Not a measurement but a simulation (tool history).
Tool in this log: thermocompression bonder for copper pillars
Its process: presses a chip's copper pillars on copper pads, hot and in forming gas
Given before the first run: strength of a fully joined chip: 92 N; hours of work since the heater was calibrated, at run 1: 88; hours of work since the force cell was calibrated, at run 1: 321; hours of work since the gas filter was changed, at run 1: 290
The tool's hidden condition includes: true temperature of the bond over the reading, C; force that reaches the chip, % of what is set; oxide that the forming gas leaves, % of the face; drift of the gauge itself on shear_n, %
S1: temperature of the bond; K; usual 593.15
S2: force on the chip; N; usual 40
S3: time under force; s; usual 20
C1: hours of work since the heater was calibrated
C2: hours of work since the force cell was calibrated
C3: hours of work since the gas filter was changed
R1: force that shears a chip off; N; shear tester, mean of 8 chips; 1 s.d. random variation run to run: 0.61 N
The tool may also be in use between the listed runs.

{"run": 1, "hour": 0.0, "S1": 593.15, "S2": 40, "S3": 20, "C1": 88, "C2": 321, "C3": 290, "R1": 33.1}
{"run": 2, "hour": 7.8, "S1": 593.15, "S2": 40, "S3": 42, "C1": 93, "C2": 326, "C3": 295, "R1": 42.7}
{"run": 3, "hour": 20.1, "S1": 581.15, "S2": 40, "S3": 20, "C1": 101, "C2": 334, "C3": 303, "R1": 28.6}
{"run": 4, "hour": 33.6, "S1": 593.15, "S2": 40, "S3": 20, "C1": 109, "C2": 342, "C3": 312, "R1": 32.2}
{"run": 5, "hour": 47.7, "S1": 593.15, "S2": 40, "S3": 15, "C1": 118, "C2": 351, "C3": 320, "R1": 28.4}
{"run": 6, "hour": 57.5, "S1": 593.15, "S2": 40, "S3": 15, "C1": 125, "C2": 357, "C3": 327, "R1": 28.6}
{"run": 7, "hour": 71.8, "S1": 593.15, "S2": 40, "S3": 15, "C1": 134, "C2": 367, "C3": 336, "R1": 28.9}
{"run": 8, "hour": 87.9, "S1": 583.15, "S2": 40, "S3": 15, "C1": 144, "C2": 377, "C3": 346, "R1": 26.1}
{"run": 9, "hour": 94.9, "S1": 583.15, "S2": 40, "S3": 15, "C1": 148, "C2": 381, "C3": 350, "R1": 27.1}
{"run": 10, "hour": 105.2, "S1": 583.15, "S2": 40, "S3": 39, "C1": 155, "C2": 388, "C3": 357, "R1": 37.3}
{"run": 11, "hour": 117.0, "S1": 583.15, "S2": 40, "S3": 39, "C1": 162, "C2": 395, "C3": 364, "R1": 39.1}
{"run": 12, "hour": 124.7, "S1": 583.15, "S2": 30, "S3": 39, "C1": 167, "C2": 400, "C3": 369, "R1": 30.1}
{"run": 13, "hour": 137.3, "S1": 593.15, "S2": 24, "S3": 20, "C1": 175, "C2": 408, "C3": 377, "R1": 20.3}
{"run": 14, "hour": 144.5, "S1": 593.15, "S2": 24, "S3": 20, "C1": 180, "C2": 413, "C3": 382, "R1": 20.2}
{"run": 15, "hour": 156.7, "S1": 593.15, "S2": 30, "S3": 20, "C1": 187, "C2": 420, "C3": 389, "R1": 25.2}
{"run": 16, "hour": 163.5, "S1": 593.15, "S2": 40, "S3": 39, "C1": 192, "C2": 425, "C3": 394, "R1": 40.9}
{"run": 17, "hour": 171.5, "S1": 593.15, "S2": 40, "S3": 39, "C1": 197, "C2": 430, "C3": 399, "R1": 41.2}
{"run": 18, "hour": 187.6, "S1": 602.15, "S2": 40, "S3": 20, "C1": 207, "C2": 440, "C3": 409, "R1": 33.3}
{"run": 19, "hour": 195.8, "S1": 602.15, "S2": 40, "S3": 20, "C1": 212, "C2": 445, "C3": 414, "R1": 32.7}
{"run": 20, "hour": 208.1, "S1": 582.15, "S2": 40, "S3": 20, "C1": 220, "C2": 453, "C3": 422, "R1": 27.8}
{"run": 21, "hour": 217.4, "S1": 565.15, "S2": 25, "S3": 50, "C1": 226, "C2": 459, "C3": 428, "R1": 23.3}
{"run": 22, "hour": 224.3, "S1": 565.15, "S2": 25, "S3": 50, "C1": 230, "C2": 463, "C3": 432, "R1": 25.2}
{"run": 23, "hour": 235.0, "S1": 565.15, "S2": 25, "S3": 50, "C1": 237, "C2": 470, "C3": 439, "R1": 22.7}
{"run": 24, "hour": 244.3, "S1": 565.15, "S2": 25, "S3": 50, "C1": 243, "C2": 476, "C3": 445, "R1": 23.7}
{"run": 25, "hour": 251.7, "S1": 618.15, "S2": 29, "S3": 11, "C1": 248, "C2": 480, "C3": 450, "R1": 23.4}
{"run": 26, "hour": 263.7, "S1": 573.15, "S2": 29, "S3": 11, "C1": 255, "C2": 488, "C3": 457, "R1": 13.6}
{"hour": 271.8, "done": "forming gas filter changed"}
{"run": 27, "hour": 275.1, "S1": 593.15, "S2": 40, "S3": 13, "C1": 262, "C2": 495, "C3": 2, "R1": 28.9}
{"run": 28, "hour": 286.6, "S1": 588.15, "S2": 45, "S3": 60, "C1": 269, "C2": 502, "C3": 9, "R1": 52.5}
{"run": 29, "hour": 293.7, "S1": 588.15, "S2": 45, "S3": 60, "C1": 274, "C2": 507, "C3": 14, "R1": 53.6}
{"run": 30, "hour": 302.0, "S1": 588.15, "S2": 45, "S3": 60, "C1": 279, "C2": 512, "C3": 19, "R1": 52.4}
{"run": 31, "hour": 309.9, "S1": 577.15, "S2": 36, "S3": 12, "C1": 284, "C2": 517, "C3": 24, "R1": 21.3}
{"run": 32, "hour": 324.3, "S1": 577.15, "S2": 36, "S3": 12, "C1": 293, "C2": 526, "C3": 33, "R1": 20.7}
{"run": 33, "hour": 335.5, "S1": 577.15, "S2": 36, "S3": 12, "C1": 300, "C2": 533, "C3": 40, "R1": 21.9}
{"run": 34, "hour": 348.4, "S1": 577.15, "S2": 36, "S3": 12, "C1": 309, "C2": 541, "C3": 48, "R1": 21.6}
{"run": 35, "hour": 359.8, "S1": 577.15, "S2": 36, "S3": 12, "C1": 316, "C2": 549, "C3": 56, "R1": 21.6}
{"run": 36, "hour": 373.7, "S1": 573.15, "S2": 36, "S3": 12, "C1": 325, "C2": 557, "C3": 65, "R1": 20.3}
{"run": 37, "hour": 384.3, "S1": 573.15, "S2": 36, "S3": 12, "C1": 331, "C2": 564, "C3": 71, "R1": 19.9}
{"run": 38, "hour": 396.9, "S1": 593.15, "S2": 25, "S3": 20, "C1": 339, "C2": 572, "C3": 79, "R1": 23.6}
{"run": 39, "hour": 408.4, "S1": 585.15, "S2": 56, "S3": 20, "C1": 347, "C2": 579, "C3": 86, "R1": 40.7}

Selected run-to-run steps in R1, each split into two signed amounts: the part the tool would show with no hidden state at all (from settings, incoming material and random variation), and the remainder, which goes to the hidden state together with any gauge scatter not common to the measured and the hidden-state-free results:
Run 9 -> 10: S3 15 -> 39. R1 +10.2 N: hidden state -1.1, all else +11.3.
Run 15 -> 16: S2 30 -> 40, S3 20 -> 39. R1 +15.7 N: hidden state -1.6, all else +17.3.
Run 26 -> 27: S1 573.15 -> 593.15, S2 29 -> 40, S3 11 -> 13, forming gas filter changed. R1 +15.3 N: hidden state +1.2, all else +14.1.
Run 27 -> 28: S1 593.15 -> 588.15, S2 40 -> 45, S3 13 -> 60. R1 +23.6 N: hidden state -0.5, all else +24.1.
Run 30 -> 31: S1 588.15 -> 577.15, S2 45 -> 36, S3 60 -> 12. R1 -31.1 N: hidden state +0.6, all else -31.7.
Run 38 -> 39: S1 593.15 -> 585.15, S2 25 -> 56. R1 +17.1 N: hidden state -0.8, all else +17.9.
